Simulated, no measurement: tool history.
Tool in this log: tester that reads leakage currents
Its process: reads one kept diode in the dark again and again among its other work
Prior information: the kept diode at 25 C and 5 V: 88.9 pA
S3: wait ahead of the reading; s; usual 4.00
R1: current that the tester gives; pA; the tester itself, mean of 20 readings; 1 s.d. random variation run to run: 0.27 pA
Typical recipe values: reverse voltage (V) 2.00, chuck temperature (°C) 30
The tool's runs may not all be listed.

Run 1, day 0.000: usual settings. Result: R1 90.25 pA.
Run 2, day 1.708: usual settings. Result: R1 90.34 pA.
Run 3, day 3.575: usual settings but S3 1.54 s. Result: R1 90.87 pA.
Run 4, day 5.288: usual settings. Result: R1 90.47 pA.
Run 5, day 6.650: usual settings. Result: R1 90.63 pA.
Run 6, day 8.308: usual settings. Result: R1 90.28 pA.
Run 7, day 10.521: usual settings. Result: R1 91.00 pA.
Run 8, day 11.600: usual settings but reverse voltage (V) 3.81, chuck temperature (°C) 32, S3 5.09 s. Result: R1 153.45 pA.
Run 9, day 12.508: usual settings but reverse voltage (V) 17.43, chuck temperature (°C) 58, S3 2.06 s. Result: R1 2796.73 pA.
Run 10, day 14.125: usual settings but reverse voltage (V) 2.52, chuck temperature (°C) 50, S3 0.45 s. Result: R1 544.80 pA.
Run 11, day 16.188: usual settings but reverse voltage (V) 4.83, chuck temperature (°C) 50, S3 8.05 s. Result: R1 770.29 pA.
Run 12, day 17.575: usual settings but reverse voltage (V) 1.33, chuck temperature (°C) 37, S3 0.38 s. Result: R1 135.16 pA.

Consider 3 possible next runs. They are alternatives, not a sequence: every one starts from the tool as it was left by run 12. What does each give?
Run A, day 18.758: usual settings but chuck temperature (°C) 37. Result: R1 ?.
Run B, day 18.758: usual settings but reverse voltage (V) 15.63, chuck temperature (°C) 34, S3 4.67 s. Result: R1 ?.
Run C, day 18.758: usual settings but chuck temperature (°C) 54, S3 3.03 s. Result: R1 ?.

run      R1
  A  166.51
  B  389.48
  C  661.88
Without the tool's hidden state the same runs would have given:
run      R1
  A  160.16
  B  366.38
  C  643.79

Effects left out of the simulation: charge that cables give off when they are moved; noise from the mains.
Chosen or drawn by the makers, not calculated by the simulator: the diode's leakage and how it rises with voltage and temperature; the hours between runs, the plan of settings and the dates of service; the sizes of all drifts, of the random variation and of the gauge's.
